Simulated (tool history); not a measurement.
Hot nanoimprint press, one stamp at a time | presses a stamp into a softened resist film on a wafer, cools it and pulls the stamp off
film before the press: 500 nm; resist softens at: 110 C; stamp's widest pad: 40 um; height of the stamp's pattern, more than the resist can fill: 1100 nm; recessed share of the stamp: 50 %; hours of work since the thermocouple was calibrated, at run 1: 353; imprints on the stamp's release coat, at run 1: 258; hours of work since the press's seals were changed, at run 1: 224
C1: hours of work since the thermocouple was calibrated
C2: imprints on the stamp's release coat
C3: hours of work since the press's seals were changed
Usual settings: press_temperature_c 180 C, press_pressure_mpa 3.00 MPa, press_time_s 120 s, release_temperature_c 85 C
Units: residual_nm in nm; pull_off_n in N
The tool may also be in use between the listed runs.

run 1 hour=0.0 | press_temperature_c=180 press_pressure_mpa=3.00 press_time_s=120 release_temperature_c=85 | C1=353 C2=258 C3=224 | residual_nm=263.9 pull_off_n=182
-- hour=62.0 stamp cleaned and given a new release coat
run 2 hour=62.5 | press_temperature_c=180 press_pressure_mpa=3.00 press_time_s=120 release_temperature_c=85 | C1=393 C2=3 C3=264 | residual_nm=262.2 pull_off_n=174
run 3 hour=109.2 | press_temperature_c=180 press_pressure_mpa=3.00 press_time_s=120 release_temperature_c=80 | C1=427 C2=225 C3=298 | residual_nm=260.4 pull_off_n=187
-- hour=173.3 stamp cleaned and given a new release coat
-- hour=196.2 plate thermocouple calibrated
run 4 hour=196.2 | press_temperature_c=180 press_pressure_mpa=3.00 press_time_s=120 release_temperature_c=80 | C1=0 C2=95 C3=353 | residual_nm=281.1 pull_off_n=182
run 5 hour=247.8 | press_temperature_c=180 press_pressure_mpa=3.00 press_time_s=120 release_temperature_c=80 | C1=37 C2=340 C3=390 | residual_nm=281.1 pull_off_n=186
-- hour=292.0 stamp cleaned and given a new release coat
run 6 hour=327.2 | press_temperature_c=180 press_pressure_mpa=3.00 press_time_s=120 release_temperature_c=80 | C1=89 C2=167 C3=443 | residual_nm=276.8 pull_off_n=184
-- hour=406.0 stamp cleaned and given a new release coat
run 7 hour=426.5 | press_temperature_c=180 press_pressure_mpa=3.00 press_time_s=120 release_temperature_c=80 | C1=156 C2=98 C3=509 | residual_nm=276.8 pull_off_n=181
run 8 hour=489.3 | press_temperature_c=180 press_pressure_mpa=3.00 press_time_s=120 release_temperature_c=73 | C1=200 C2=397 C3=554 | residual_nm=273.8 pull_off_n=209
-- hour=517.8 stamp cleaned and given a new release coat
-- hour=584.5 press's hydraulic seals changed and the load cell set to zero
run 9 hour=596.2 | press_temperature_c=180 press_pressure_mpa=3.00 press_time_s=120 release_temperature_c=85 | C1=267 C2=336 C3=8 | residual_nm=268.6 pull_off_n=187
-- hour=644.1 stamp cleaned and given a new release coat
run 10 hour=676.8 | press_temperature_c=180 press_pressure_mpa=3.00 press_time_s=120 release_temperature_c=85 | C1=320 C2=156 C3=62 | residual_nm=264.8 pull_off_n=178
run 11 hour=740.9 | press_temperature_c=180 press_pressure_mpa=3.00 press_time_s=120 release_temperature_c=85 | C1=366 C2=461 C3=107 | residual_nm=261.3 pull_off_n=183
-- hour=758.1 stamp cleaned and given a new release coat
run 12 hour=824.2 | press_temperature_c=171 press_pressure_mpa=3.00 press_time_s=120 release_temperature_c=85 | C1=421 C2=315 C3=162 | residual_nm=363.7 pull_off_n=180
-- hour=872.0 stamp cleaned and given a new release coat
run 13 hour=901.1 | press_temperature_c=180 press_pressure_mpa=2.69 press_time_s=120 release_temperature_c=85 | C1=471 C2=139 C3=213 | residual_nm=268.2 pull_off_n=174
-- hour=920.8 plate thermocouple calibrated
run 14 hour=971.4 | press_temperature_c=170 press_pressure_mpa=3.00 press_time_s=120 release_temperature_c=85 | C1=36 C2=459 C3=261 | residual_nm=394.7 pull_off_n=184
-- hour=992.2 stamp cleaned and given a new release coat
run 15 hour=1038.8 | press_temperature_c=170 press_pressure_mpa=3.00 press_time_s=120 release_temperature_c=85 | C1=80 C2=222 C3=305 | residual_nm=394.0 pull_off_n=183
run 16 hour=1090.0 | press_temperature_c=170 press_pressure_mpa=3.00 press_time_s=120 release_temperature_c=85 | C1=116 C2=466 C3=341 | residual_nm=394.4 pull_off_n=195
-- hour=1108.2 stamp cleaned and given a new release coat
run 17 hour=1183.5 | press_temperature_c=181 press_pressure_mpa=3.00 press_time_s=120 release_temperature_c=92 | C1=179 C2=359 C3=404 | residual_nm=264.2 pull_off_n=176
-- hour=1225.2 stamp cleaned and given a new release coat
run 18 hour=1271.3 | press_temperature_c=181 press_pressure_mpa=3.00 press_time_s=120 release_temperature_c=92 | C1=237 C2=219 C3=462 | residual_nm=261.7 pull_off_n=163
-- hour=1339.2 stamp cleaned and given a new release coat
run 19 hour=1339.2 | press_temperature_c=185 press_pressure_mpa=3.00 press_time_s=120 release_temperature_c=88 | C1=281 C2=0 C3=506 | residual_nm=220.1 pull_off_n=164
run 20 hour=1422.9 | press_temperature_c=191 press_pressure_mpa=4.10 press_time_s=202 release_temperature_c=85 | C1=341 C2=398 C3=566 | residual_nm=113.4 pull_off_n=185
-- hour=1451.7 stamp cleaned and given a new release coat
-- hour=1500.5 press's hydraulic seals changed and the load cell set to zero
run 21 hour=1504.7 | press_temperature_c=180 press_pressure_mpa=2.11 press_time_s=112 release_temperature_c=72 | C1=389 C2=214 C3=3 | residual_nm=304.1 pull_off_n=201
run 22 hour=1547.9 | press_temperature_c=172 press_pressure_mpa=3.00 press_time_s=120 release_temperature_c=83 | C1=420 C2=420 C3=34 | residual_nm=352.7 pull_off_n=186
-- hour=1571.6 stamp cleaned and given a new release coat
-- hour=1647.4 plate thermocouple calibrated
run 23 hour=1647.4 | press_temperature_c=175 press_pressure_mpa=3.00 press_time_s=120 release_temperature_c=85 | C1=0 C2=347 C3=98 | residual_nm=339.3 pull_off_n=184
-- hour=1686.9 stamp cleaned and given a new release coat
run 24 hour=1723.7 | press_temperature_c=175 press_pressure_mpa=3.00 press_time_s=120 release_temperature_c=85 | C1=50 C2=175 C3=148 | residual_nm=333.0 pull_off_n=174
-- hour=1801.4 stamp cleaned and given a new release coat
run 25 hour=1823.0 | press_temperature_c=175 press_pressure_mpa=3.00 press_time_s=120 release_temperature_c=85 | C1=117 C2=102 C3=215 | residual_nm=331.5 pull_off_n=177
run 26 hour=1900.9 | press_temperature_c=175 press_pressure_mpa=3.00 press_time_s=120 release_temperature_c=85 | C1=172 C2=474 C3=271 | residual_nm=329.4 pull_off_n=195
-- hour=1918.1 stamp cleaned and given a new release coat
run 27 hour=1978.1 | press_temperature_c=182 press_pressure_mpa=3.13 press_time_s=127 release_temperature_c=82 | C1=223 C2=286 C3=321 | residual_nm=240.2 pull_off_n=185

3 ways to go on from here, each from the tool as it stands after run 27. What would each give?
-- hour=2034.1 stamp cleaned and given a new release coat
run A hour=2052.8 | press_temperature_c=180 press_pressure_mpa=3.00 press_time_s=120 release_temperature_c=78 | C1=272 C2=89 C3=370 | residual_nm=? pull_off_n=?
-- hour=2034.1 stamp cleaned and given a new release coat
run B hour=2052.8 | press_temperature_c=180 press_pressure_mpa=2.01 press_time_s=163 release_temperature_c=83 | C1=272 C2=89 C3=370 | residual_nm=? pull_off_n=?
-- hour=2034.1 stamp cleaned and given a new release coat
run C hour=2052.8 | press_temperature_c=182 press_pressure_mpa=3.16 press_time_s=127 release_temperature_c=87 | C1=272 C2=89 C3=370 | residual_nm=? pull_off_n=?

run=A residual_nm=268.1 pull_off_n=181
run=B residual_nm=277.0 pull_off_n=172
run=C residual_nm=236.7 pull_off_n=167
Without the tool's hidden state the same runs would have given:
run=A residual_nm=280.3 pull_off_n=179
run=B residual_nm=289.9 pull_off_n=170
run=C residual_nm=248.0 pull_off_n=165
